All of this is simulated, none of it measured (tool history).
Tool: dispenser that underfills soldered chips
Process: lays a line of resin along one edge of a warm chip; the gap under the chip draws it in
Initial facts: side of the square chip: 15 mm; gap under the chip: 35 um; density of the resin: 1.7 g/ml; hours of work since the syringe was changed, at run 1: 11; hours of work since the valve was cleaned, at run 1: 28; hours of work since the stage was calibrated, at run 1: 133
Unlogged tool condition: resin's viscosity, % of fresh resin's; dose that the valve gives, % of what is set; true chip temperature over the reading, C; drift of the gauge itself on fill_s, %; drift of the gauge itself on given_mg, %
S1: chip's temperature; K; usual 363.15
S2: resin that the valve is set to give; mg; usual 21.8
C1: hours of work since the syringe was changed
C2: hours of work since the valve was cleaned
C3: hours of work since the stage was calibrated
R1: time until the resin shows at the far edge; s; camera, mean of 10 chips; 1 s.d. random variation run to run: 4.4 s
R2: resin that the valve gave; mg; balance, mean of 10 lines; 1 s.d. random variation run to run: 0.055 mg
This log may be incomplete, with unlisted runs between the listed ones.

run 1 hour=0.0 | S1=363.15 S2=21.8 | C1=11 C2=28 C3=133 | R1=938.0 R2=21.45
-- hour=1.4 new syringe of resin
run 2 hour=3.8 | S1=363.15 S2=21.8 | C1=2 C2=31 C3=136 | R1=518.4 R2=21.39
run 3 hour=8.6 | S1=363.15 S2=22.7 | C1=5 C2=34 C3=139 | R1=675.2 R2=22.33
run 4 hour=13.1 | S1=363.15 S2=22.7 | C1=9 C2=38 C3=143 | R1=841.6 R2=22.22
-- hour=17.6 new syringe of resin
run 5 hour=19.5 | S1=363.15 S2=22.7 | C1=1 C2=42 C3=147 | R1=509.3 R2=22.17
run 6 hour=22.4 | S1=366.15 S2=22.7 | C1=4 C2=44 C3=149 | R1=523.7 R2=22.00
run 7 hour=27.6 | S1=363.15 S2=21.8 | C1=7 C2=48 C3=153 | R1=777.8 R2=21.26
run 8 hour=33.3 | S1=363.15 S2=21.8 | C1=12 C2=53 C3=158 | R1=1017.6 R2=21.16
-- hour=34.1 new syringe of resin
-- hour=37.4 dispensing valve cleaned and set on the balance
run 9 hour=39.5 | S1=363.15 S2=21.8 | C1=3 C2=2 C3=161 | R1=571.5 R2=21.61
run 10 hour=42.8 | S1=375.15 S2=21.8 | C1=6 C2=4 C3=164 | R1=414.1 R2=21.66
run 11 hour=47.5 | S1=375.15 S2=21.8 | C1=9 C2=7 C3=167 | R1=509.0 R2=21.71
run 12 hour=50.3 | S1=374.15 S2=20.0 | C1=11 C2=10 C3=169 | R1=632.3 R2=19.83
-- hour=51.5 new syringe of resin
run 13 hour=56.4 | S1=377.15 S2=26.9 | C1=4 C2=14 C3=173 | R1=334.5 R2=26.69
run 14 hour=62.4 | S1=377.15 S2=26.9 | C1=8 C2=18 C3=178 | R1=444.0 R2=26.64
run 15 hour=66.4 | S1=366.15 S2=23.0 | C1=11 C2=21 C3=181 | R1=863.7 R2=22.73
-- hour=67.9 new syringe of resin
run 16 hour=69.7 | S1=357.15 S2=18.7 | C1=1 C2=23 C3=183 | R1=675.4 R2=18.45
run 17 hour=74.6 | S1=357.15 S2=18.7 | C1=5 C2=27 C3=187 | R1=850.8 R2=18.41
run 18 hour=78.2 | S1=357.15 S2=18.7 | C1=8 C2=30 C3=189 | R1=997.6 R2=18.39
run 19 hour=81.0 | S1=356.15 S2=21.2 | C1=10 C2=32 C3=191 | R1=1185.1 R2=20.73
-- hour=84.1 new syringe of resin
run 20 hour=86.5 | S1=356.15 S2=21.2 | C1=2 C2=36 C3=195 | R1=722.8 R2=20.74
run 21 hour=89.0 | S1=356.15 S2=21.2 | C1=4 C2=37 C3=197 | R1=801.1 R2=20.63

Alternative continuations, all from the tool just after run 21; predict every row:
run A hour=92.5 | S1=356.15 S2=21.2 | C1=6 C2=40 C3=200 | R1=? R2=?
run B hour=92.5 | S1=371.15 S2=20.8 | C1=6 C2=40 C3=200 | R1=? R2=?
run C hour=92.5 | S1=368.15 S2=27.9 | C1=6 C2=40 C3=200 | R1=? R2=?
run D hour=92.5 | S1=363.15 S2=19.5 | C1=6 C2=40 C3=200 | R1=? R2=?
run E hour=92.5 | S1=356.15 S2=25.0 | C1=6 C2=40 C3=200 | R1=? R2=?

run=A R1=952.8 R2=20.68
run=B R1=524.5 R2=20.41
run=C R1=565.7 R2=27.35
run=D R1=727.7 R2=19.14
run=E R1=964.2 R2=24.34
Had the tool no hidden state, the same runs would have come out as:
run=A R1=587.9 R2=21.17
run=B R1=325.3 R2=20.90
run=C R1=351.6 R2=28.01
run=D R1=449.5 R2=19.60
run=E R1=595.9 R2=24.93
